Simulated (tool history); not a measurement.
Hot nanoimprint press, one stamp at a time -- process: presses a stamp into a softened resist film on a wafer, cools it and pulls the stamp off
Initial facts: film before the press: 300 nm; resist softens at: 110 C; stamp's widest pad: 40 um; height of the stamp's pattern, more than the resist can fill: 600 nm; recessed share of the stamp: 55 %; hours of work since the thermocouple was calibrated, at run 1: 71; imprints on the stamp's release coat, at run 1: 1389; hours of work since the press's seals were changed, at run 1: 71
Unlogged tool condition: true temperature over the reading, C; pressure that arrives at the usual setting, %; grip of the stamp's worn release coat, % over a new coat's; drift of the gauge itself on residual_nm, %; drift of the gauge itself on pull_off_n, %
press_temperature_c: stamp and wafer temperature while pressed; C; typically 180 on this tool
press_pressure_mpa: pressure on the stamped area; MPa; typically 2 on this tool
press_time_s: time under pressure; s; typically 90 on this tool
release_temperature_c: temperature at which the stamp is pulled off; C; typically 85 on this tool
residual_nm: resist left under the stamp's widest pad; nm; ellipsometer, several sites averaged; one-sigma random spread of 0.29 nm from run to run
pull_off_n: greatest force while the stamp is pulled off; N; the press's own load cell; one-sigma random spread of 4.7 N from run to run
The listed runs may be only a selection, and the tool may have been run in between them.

run	hour	press_temperature_c	press_pressure_mpa	press_time_s	release_temperature_c	hours of work since the thermocouple was calibrated	imprints on the stamp's release coat	hours of work since the press's seals were changed	residual_nm	pull_off_n
1	0	180	2	90	85	71	1389	71	137.4	347
2	16.3	180	2	90	85	81	1421	81	137.2	358
3	34.3	180	2	90	85	91	1456	91	137.4	357
4	50.8	180	2	90	85	101	1489	101	136.7	375
5	64	180	2	90	85	108	1514	108	137.2	374
6	73.3	176	2	90	85	114	1533	114	155.7	365
7	84.5	180	2	90	75	121	1555	121	137	436
8	95.7	180	2	90	75	127	1577	127	137.1	444
9	111	180	2	90	83	136	1607	136	136.9	391
10	121.4	180	2	90	84	142	1627	142	136.5	403
11	137.6	180	2	90	84	152	1659	152	136.2	400
12	147.3	180	2	90	84	157	1678	157	137.1	391
13	156	180	2	90	84	163	1696	163	136.9	387
14	168.1	180	2	90	84	170	1719	170	136.5	403
15	179.1	180	2	90	84	176	1741	176	136.6	392
16	192.1	180	1.5	90	84	184	1767	184	154	404
17	202.9	180	1.5	90	84	190	1788	190	153.7	422
18	219	180	1.22	90	74	200	1820	200	166.1	491
19	227	180	1.37	90	85	204	1835	204	159.3	401
20	237.2	180	1.37	46	85	210	1855	210	196.3	420
21	249.3	180	2.1	90	85	217	1879	217	133.2	397
22	263.4	180	2	90	92	226	1907	226	136.5	361
23	271.5	180	2.57	144	85	230	1923	230	100.7	426
24	288.2	180	2	78	80	240	1956	240	144.1	464
25	297.1	175	2.39	67	85	245	1973	245	165.6	422
26	310.8	175	2.39	67	85	253	2000	253	165.9	433
27	329.7	175	2.39	67	85	265	2037	265	166.2	425
28	348.3	180	2.92	131	85	275	2074	275	98.4	422
29	364.9	180	2.92	131	85	285	2107	285	98.2	409

Here are 4 independent what-if runs from the current tool condition. What would each one return?
A	377.6	172	2.83	131	85	293	2132	293	?	?
B	377.6	180	2.79	90	93	293	2132	293	?	?
C	377.6	180	2.75	90	76	293	2132	293	?	?
D	377.6	184	2	158	91	293	2132	293	?	?

run	residual_nm	pull_off_n
A	133.9	444
B	117.6	377
C	118.6	515
D	94.1	381
Had the tool no hidden state, the same runs would have come out as:
run	residual_nm	pull_off_n
A	137.3	237
B	120.2	201
C	121.3	275
D	96.5	205

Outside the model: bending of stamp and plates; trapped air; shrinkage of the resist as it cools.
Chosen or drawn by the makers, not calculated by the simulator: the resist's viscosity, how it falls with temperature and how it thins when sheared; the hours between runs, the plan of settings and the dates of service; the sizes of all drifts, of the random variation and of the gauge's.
